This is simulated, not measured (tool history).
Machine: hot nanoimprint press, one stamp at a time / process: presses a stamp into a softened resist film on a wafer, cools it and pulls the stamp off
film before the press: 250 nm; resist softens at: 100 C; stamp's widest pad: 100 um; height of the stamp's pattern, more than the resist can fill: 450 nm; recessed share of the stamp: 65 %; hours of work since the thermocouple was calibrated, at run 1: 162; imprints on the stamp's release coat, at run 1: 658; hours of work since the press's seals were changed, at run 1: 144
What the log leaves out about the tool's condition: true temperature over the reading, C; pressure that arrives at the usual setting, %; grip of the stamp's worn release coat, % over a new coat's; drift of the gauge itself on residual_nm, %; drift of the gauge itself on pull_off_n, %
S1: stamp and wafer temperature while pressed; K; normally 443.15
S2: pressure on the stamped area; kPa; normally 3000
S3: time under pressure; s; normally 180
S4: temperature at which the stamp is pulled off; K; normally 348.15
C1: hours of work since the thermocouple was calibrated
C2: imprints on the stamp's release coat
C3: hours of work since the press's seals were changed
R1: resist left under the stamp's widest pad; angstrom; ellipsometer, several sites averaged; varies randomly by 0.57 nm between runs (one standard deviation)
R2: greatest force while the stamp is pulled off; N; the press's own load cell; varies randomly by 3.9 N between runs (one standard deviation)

run	hour	S1	S2	S3	S4	C1	C2	C3	R1	R2
1	0	443.15	3000	180	348.15	162	658	144	1281	193
2	23.8	443.15	3000	180	348.15	177	708	160	1284	182
3	46.1	443.15	3000	102	348.15	192	754	175	1505	188
4	66.8	443.15	3000	180	348.15	206	798	188	1274	188
5	90.3	443.15	3000	180	348.15	221	847	204	1283	189
6	105.1	443.15	3000	180	348.15	231	878	214	1279	193
7	130	443.15	3000	180	348.15	247	930	230	1278	185
8	151.8	443.15	3000	180	348.15	262	975	244	1275	193
9	164.7	443.15	3000	180	348.15	270	1002	253	1275	188
10	181.8	443.15	3000	180	349.15	281	1038	264	1271	190
11	199.2	443.15	3820	112	349.15	293	1074	276	1338	182
# hour 203.7: plate thermocouple calibrated
12	216.7	439.15	3820	135	334.15	9	1105	285	1503	230
13	241	453.15	4620	170	346.15	25	1156	301	638	202
14	261.1	453.15	4620	170	346.15	38	1197	314	648	194
15	284	453.15	4620	170	346.15	53	1245	330	647	197
16	306.4	453.15	4620	170	346.15	68	1292	344	640	192
17	320.7	453.15	4620	170	346.15	77	1322	354	639	195
18	339.9	455.15	1990	134	339.15	90	1362	366	1024	220
19	351.2	449.15	3000	209	348.15	97	1386	374	922	191

4 ways to go on from here, each from the tool as it stands after run 19. What would each give?
A	363.9	449.15	3000	115	349.15	106	1413	382	?	?
B	363.9	443.15	3000	180	347.15	106	1413	382	?	?
C	363.9	449.15	3000	209	342.15	106	1413	382	?	?
D	363.9	433.15	3000	322	348.15	106	1413	382	?	?

run	R1	R2
A	1131	188
B	1274	195
C	911	206
D	1683	193
Without the tool's unlogged condition, the same runs would have read:
run	R1	R2
A	1130	186
B	1273	192
C	910	204
D	1681	191
